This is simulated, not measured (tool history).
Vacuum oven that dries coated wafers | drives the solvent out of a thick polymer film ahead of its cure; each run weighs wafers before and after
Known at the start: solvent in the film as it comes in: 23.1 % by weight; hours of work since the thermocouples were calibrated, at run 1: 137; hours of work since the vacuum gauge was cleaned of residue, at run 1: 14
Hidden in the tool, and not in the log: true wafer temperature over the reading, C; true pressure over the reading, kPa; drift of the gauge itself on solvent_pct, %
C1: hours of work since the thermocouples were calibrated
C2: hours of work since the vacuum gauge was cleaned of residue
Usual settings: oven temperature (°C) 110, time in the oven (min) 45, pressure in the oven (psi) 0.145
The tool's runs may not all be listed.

Run 1, hour 0.0: usual settings; C1 137; C2 14. Result: solvent left in the film (%) 3.04.
Run 2, hour 14.5: usual settings but oven temperature (°C) 119; C1 147; C2 25. Result: solvent left in the film (%) 1.13.
Run 3, hour 24.1: usual settings but oven temperature (°C) 101; C1 154; C2 31. Result: solvent left in the film (%) 6.47.
Run 4, hour 37.7: usual settings but oven temperature (°C) 101; C1 164; C2 41. Result: solvent left in the film (%) 6.48.
Run 5, hour 43.9: usual settings but oven temperature (°C) 101; C1 168; C2 45. Result: solvent left in the film (%) 6.58.
Run 6, hour 54.6: usual settings but oven temperature (°C) 101; C1 175; C2 53. Result: solvent left in the film (%) 6.43.
Run 7, hour 65.5: usual settings but pressure in the oven (psi) 0.096; C1 183; C2 60. Result: solvent left in the film (%) 2.91.
Run 8, hour 79.9: usual settings but pressure in the oven (psi) 0.096; C1 193; C2 71. Result: solvent left in the film (%) 2.86.
Run 9, hour 86.0: usual settings but pressure in the oven (psi) 0.094; C1 197; C2 75. Result: solvent left in the film (%) 2.85.
Run 10, hour 93.0: usual settings but pressure in the oven (psi) 0.094; C1 202; C2 80. Result: solvent left in the film (%) 2.99.
Run 11, hour 99.3: usual settings; C1 207; C2 84. Result: solvent left in the film (%) 3.11.
Run 12, hour 108.4: usual settings; C1 213; C2 91. Result: solvent left in the film (%) 3.03.
Run 13, hour 119.0: usual settings; C1 221; C2 98. Result: solvent left in the film (%) 3.12.
Run 14, hour 130.1: usual settings but time in the oven (min) 33; C1 228; C2 106. Result: solvent left in the film (%) 4.84.
Run 15, hour 143.8: usual settings but time in the oven (min) 33; C1 238; C2 116. Result: solvent left in the film (%) 4.92.
Run 16, hour 154.3: usual settings but oven temperature (°C) 102, time in the oven (min) 29, pressure in the oven (psi) 0.499; C1 246; C2 123. Result: solvent left in the film (%) 10.45.
At hour 157.0: oven's thermocouples calibrated.
Run 17, hour 169.3: usual settings but oven temperature (°C) 102, time in the oven (min) 29, pressure in the oven (psi) 0.499; C1 9; C2 132. Result: solvent left in the film (%) 10.46.

Run 18 comes next. What will it give?
Run 18, hour 175.1: usual settings but oven temperature (°C) 102, time in the oven (min) 41, pressure in the oven (psi) 0.499; C1 13; C2 136. Result: solvent left in the film (%) ?.

{"run 18": {"solvent left in the film (%)": 8.44}}
Without the tool's hidden state the same run would have given solvent left in the film (%) 8.47.

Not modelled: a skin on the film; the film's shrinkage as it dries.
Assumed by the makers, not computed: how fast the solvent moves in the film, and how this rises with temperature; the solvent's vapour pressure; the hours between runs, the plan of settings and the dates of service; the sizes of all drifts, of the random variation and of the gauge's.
